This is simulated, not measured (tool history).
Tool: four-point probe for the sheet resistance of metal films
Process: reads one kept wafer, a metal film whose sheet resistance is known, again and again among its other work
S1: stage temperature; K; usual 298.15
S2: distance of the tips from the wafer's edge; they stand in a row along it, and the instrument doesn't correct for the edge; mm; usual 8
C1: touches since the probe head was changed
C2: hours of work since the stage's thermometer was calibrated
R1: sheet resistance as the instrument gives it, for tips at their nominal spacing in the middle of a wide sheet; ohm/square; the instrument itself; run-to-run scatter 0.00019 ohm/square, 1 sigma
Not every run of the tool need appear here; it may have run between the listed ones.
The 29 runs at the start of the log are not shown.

run	hour	S1	S2	C1	C2	R1
30	399.9	302.15	8	11993	1502	0.939728
31	417.2	302.15	8	12167	1511	0.939483
32	437.0	307.15	33	12367	1520	0.928271
33	447.8	298.15	5	12477	1525	0.954603
34	456.8	298.15	5	12567	1530	0.953935
35	466.0	298.15	16	12660	1534	0.936319
36	482.0	298.15	16	12822	1542	0.936056
37	497.6	302.15	16	12979	1549	0.933734
38	510.7	305.15	13	13111	1556	0.932342
39	523.3	305.15	13	13238	1562	0.932452
40	535.2	306.15	28	13358	1567	0.929424
41	556.0	295.15	9	13569	1577	0.942804
42	569.2	295.15	7	13702	1584	0.946631
43	584.6	297.15	14	13857	1591	0.937645
44	604.0	299.15	19	14053	1600	0.935281

What if the next run were any one of these 4? Each begins from the tool's condition after run 44:
A	618.0	300.15	7	14195	1607	?
B	618.0	292.15	6	14195	1607	?
C	618.0	305.15	8	14195	1607	?
D	618.0	298.15	17	14195	1607	?

run	R1
A	0.942980
B	0.952711
C	0.937565
D	0.936259
Without the tool's hidden state the same runs would have given:
run	R1
A	0.943381
B	0.953142
C	0.937950
D	0.936664

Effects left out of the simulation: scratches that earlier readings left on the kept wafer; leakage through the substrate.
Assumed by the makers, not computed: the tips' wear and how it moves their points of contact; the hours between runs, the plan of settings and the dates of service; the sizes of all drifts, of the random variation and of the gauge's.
